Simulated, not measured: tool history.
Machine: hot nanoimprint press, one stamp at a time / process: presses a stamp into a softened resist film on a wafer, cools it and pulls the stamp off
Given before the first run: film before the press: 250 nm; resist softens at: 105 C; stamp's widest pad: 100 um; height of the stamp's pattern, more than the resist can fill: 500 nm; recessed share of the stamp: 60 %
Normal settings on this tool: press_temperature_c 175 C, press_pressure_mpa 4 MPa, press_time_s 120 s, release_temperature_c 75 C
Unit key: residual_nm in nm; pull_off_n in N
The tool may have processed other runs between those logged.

run   hour  press_temperature_c  press_pressure_mpa  press_time_s  release_temperature_c  residual_nm  pull_off_n
  1      0                  175                   4           120                     75        141.7         148
  2   41.5                  175                   4           120                     75        141.7         144
  3   69.6                  175                   4           120                     75        141.5         150
  4  109.8                  175                   4           136                     75        135.5         146
       132  -- plate thermocouple calibrated
  5  137.2                  166                   4           120                     75          185         149
  6  171.7                  166                   4           120                     75        184.2         149
  7  194.5                  166                   4           120                     75        183.7         151
  8  216.5                  175                   4           120                     75        141.9         145
  9  244.6                  175                   4           132                     75        137.4         150
 10  264.6                  175                   4           132                     75        136.2         149
 11  305.9                  175                   4           132                     75        136.8         146
     320.6  -- press's hydraulic seals changed and the load cell set to zero
 12  348.4                  175                   4           132                     75        136.9         149
 13  378.3                  175                   4           132                     75        136.5         143
     399.8  -- stamp cleaned and given a new release coat
 14  418.1                  175                   4           132                     75        136.3         146
 15  458.3                  175                   4           120                     75        141.5         148
 16    483                  175                2.86           100                     75        166.4         141
 17  502.2                  175                2.86           100                     75        166.6         143
 18  536.9                  175                2.86           100                     75        166.5         144
 19  570.5                  175                2.86           100                     75          167         151
 20  589.2                  179                3.82            85                     69        141.7         168
     599.1  -- plate thermocouple calibrated
 21  630.4                  179                2.44            89                     67          162         177
 22  659.1                  182                3.25           115                     75        122.9         146
 23    698                  182                5.99           115                     75         94.9         143
 24  719.2                  175                   4            82                     76        159.3         148
 25  737.3                  175                   4           165                     81        126.1         124
 26  776.8                  177                4.17           126                     77          128         137
 27  812.3                  186                4.78           102                     61         95.5         200
 28  836.9                  175                   4           148                     74        131.4         154
 29  870.6                  175                3.24            64                     76          181         147

Forecast each of these 3 alternatives for the next run:
  A  896.8                  175                   6            64                     76            ?           ?
  B  896.8                  177                3.05           120                     80            ?           ?
  C  896.8                  175                3.73           161                     73            ?           ?

run  residual_nm  pull_off_n
  A        150.9         141
  B        145.6         126
  C        130.4         158
Had the tool no hidden state, the same runs would have come out as:
run  residual_nm  pull_off_n
  A        150.7         139
  B        145.4         125
  C        130.2         156

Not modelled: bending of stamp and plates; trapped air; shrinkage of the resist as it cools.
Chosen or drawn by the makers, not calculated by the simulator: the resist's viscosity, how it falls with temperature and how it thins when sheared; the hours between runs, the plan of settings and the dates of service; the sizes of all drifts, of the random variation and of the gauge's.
